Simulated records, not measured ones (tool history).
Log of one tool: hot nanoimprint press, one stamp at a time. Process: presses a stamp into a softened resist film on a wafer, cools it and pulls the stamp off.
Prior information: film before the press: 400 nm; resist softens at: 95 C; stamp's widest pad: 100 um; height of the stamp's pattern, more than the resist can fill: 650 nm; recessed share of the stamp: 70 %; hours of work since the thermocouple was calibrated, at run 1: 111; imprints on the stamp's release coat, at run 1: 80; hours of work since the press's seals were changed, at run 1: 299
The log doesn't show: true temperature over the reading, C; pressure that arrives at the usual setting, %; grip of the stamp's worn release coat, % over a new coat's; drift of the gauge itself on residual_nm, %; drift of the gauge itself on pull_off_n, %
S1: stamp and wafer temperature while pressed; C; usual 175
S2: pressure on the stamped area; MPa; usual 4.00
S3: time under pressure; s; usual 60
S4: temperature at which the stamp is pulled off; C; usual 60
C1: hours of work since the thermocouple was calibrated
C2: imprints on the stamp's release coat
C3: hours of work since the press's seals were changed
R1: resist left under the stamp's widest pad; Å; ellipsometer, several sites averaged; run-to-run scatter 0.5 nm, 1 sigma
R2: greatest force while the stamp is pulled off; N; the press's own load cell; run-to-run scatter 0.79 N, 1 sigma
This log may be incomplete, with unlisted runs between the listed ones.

Run 1, day 0.000: usual settings; C1 111; C2 80; C3 299. Result: R1 1451 Å, R2 91.0 N.
Run 2, day 0.742: usual settings; C1 118; C2 117; C3 306. Result: R1 1438 Å, R2 90.6 N.
Run 3, day 1.671: usual settings; C1 128; C2 163; C3 316. Result: R1 1439 Å, R2 89.1 N.
Run 4, day 2.438: usual settings but S2 3.76 MPa; C1 136; C2 202; C3 324. Result: R1 1490 Å, R2 90.0 N.
Run 5, day 3.008: usual settings but S2 3.76 MPa; C1 141; C2 230; C3 330. Result: R1 1477 Å, R2 90.9 N.
Run 6, day 3.929: usual settings but S2 3.76 MPa, S3 92 s; C1 151; C2 276; C3 339. Result: R1 1271 Å, R2 89.7 N.
Run 7, day 4.592: usual settings but S3 61 s; C1 158; C2 309; C3 346. Result: R1 1438 Å, R2 89.6 N.
Run 8, day 5.179: usual settings but S3 61 s; C1 164; C2 338; C3 352. Result: R1 1439 Å, R2 90.2 N.
Run 9, day 5.729: usual settings but S2 6.23 MPa, S3 61 s; C1 169; C2 366; C3 357. Result: R1 1102 Å, R2 91.1 N.
Run 10, day 6.571: usual settings but S3 58 s; C1 178; C2 408; C3 366. Result: R1 1450 Å, R2 89.2 N.
Run 11, day 6.946: usual settings but S2 5.16 MPa; C1 182; C2 427; C3 370. Result: R1 1244 Å, R2 91.6 N.
Run 12, day 7.746: usual settings; C1 190; C2 467; C3 378. Result: R1 1429 Å, R2 90.8 N.
Run 13, day 8.408: usual settings; C1 197; C2 500; C3 385. Result: R1 1424 Å, R2 88.8 N.
Run 14, day 8.992: usual settings but S1 174 C, S2 4.06 MPa, S3 34 s, S4 59 C; C1 203; C2 529; C3 391. Result: R1 1789 Å, R2 92.7 N.
Run 15, day 9.838: usual settings but S1 186 C, S3 73 s, S4 55 C; C1 212; C2 571; C3 400. Result: R1 962 Å, R2 97.4 N.
Run 16, day 10.479: usual settings but S1 170 C, S3 114 s, S4 48 C; C1 218; C2 603; C3 406. Result: R1 1320 Å, R2 103.6 N.
At day 11.167: stamp cleaned and given a new release coat.
Run 17, day 11.612: usual settings but S1 170 C, S3 114 s, S4 48 C; C1 227; C2 22; C3 415. Result: R1 1312 Å, R2 105.8 N.
Run 18, day 12.017: usual settings but S1 170 C, S3 114 s, S4 48 C; C1 231; C2 43; C3 419. Result: R1 1309 Å, R2 105.1 N.
Run 19, day 12.571: usual settings but S2 5.72 MPa, S3 86 s; C1 237; C2 70; C3 425. Result: R1 1017 Å, R2 89.2 N.
Run 20, day 13.225: usual settings but S2 5.72 MPa, S3 86 s; C1 244; C2 103; C3 432. Result: R1 1013 Å, R2 89.6 N.
Run 21, day 13.779: usual settings but S1 178 C, S3 42 s, S4 58 C; C1 249; C2 131; C3 437. Result: R1 1481 Å, R2 92.3 N.
Run 22, day 14.267: usual settings but S1 166 C, S2 4.03 MPa, S3 42 s, S4 58 C; C1 254; C2 155; C3 442. Result: R1 2120 Å, R2 93.1 N.
Run 23, day 14.821: usual settings but S1 187 C, S2 4.36 MPa, S3 50 s, S4 47 C; C1 260; C2 183; C3 448. Result: R1 1026 Å, R2 107.3 N.
Run 24, day 15.546: usual settings but S1 187 C, S2 4.36 MPa, S3 50 s, S4 46 C; C1 267; C2 219; C3 456. Result: R1 1032 Å, R2 109.1 N.
Run 25, day 16.000: usual settings but S1 170 C, S2 4.75 MPa, S3 38 s, S4 58 C; C1 272; C2 242; C3 460. Result: R1 1779 Å, R2 93.0 N.
Run 26, day 16.871: usual settings but S1 170 C, S2 4.75 MPa, S3 38 s, S4 58 C; C1 281; C2 285; C3 469. Result: R1 1780 Å, R2 94.4 N.

Alternative continuations, all from the tool just after run 26; predict every row:
Run A, day 17.362: usual settings but S1 164 C, S2 4.75 MPa, S3 105 s, S4 58 C; C1 286; C2 310; C3 474. Result: R1 ?, R2 ?.
Run B, day 17.362: usual settings but S1 183 C, S2 6.01 MPa, S4 49 C; C1 286; C2 310; C3 474. Result: R1 ?, R2 ?.
Run C, day 17.362: usual settings but S4 48 C; C1 286; C2 310; C3 474. Result: R1 ?, R2 ?.
Run D, day 17.362: usual settings but S1 176 C, S4 47 C; C1 286; C2 310; C3 474. Result: R1 ?, R2 ?.
Run E, day 17.362: usual settings but S1 170 C, S2 4.75 MPa, S3 97 s, S4 58 C; C1 286; C2 310; C3 474. Result: R1 ?, R2 ?.

run    R1     R2
  A  1516   91.2
  B   883  104.6
  C  1427  104.5
  D  1374  106.5
  E  1264   92.3
Had the tool no hidden state, the same runs would have come out as:
run    R1     R2
  A  1536   90.9
  B   896  104.2
  C  1446  104.2
  D  1394  106.1
  E  1282   92.0
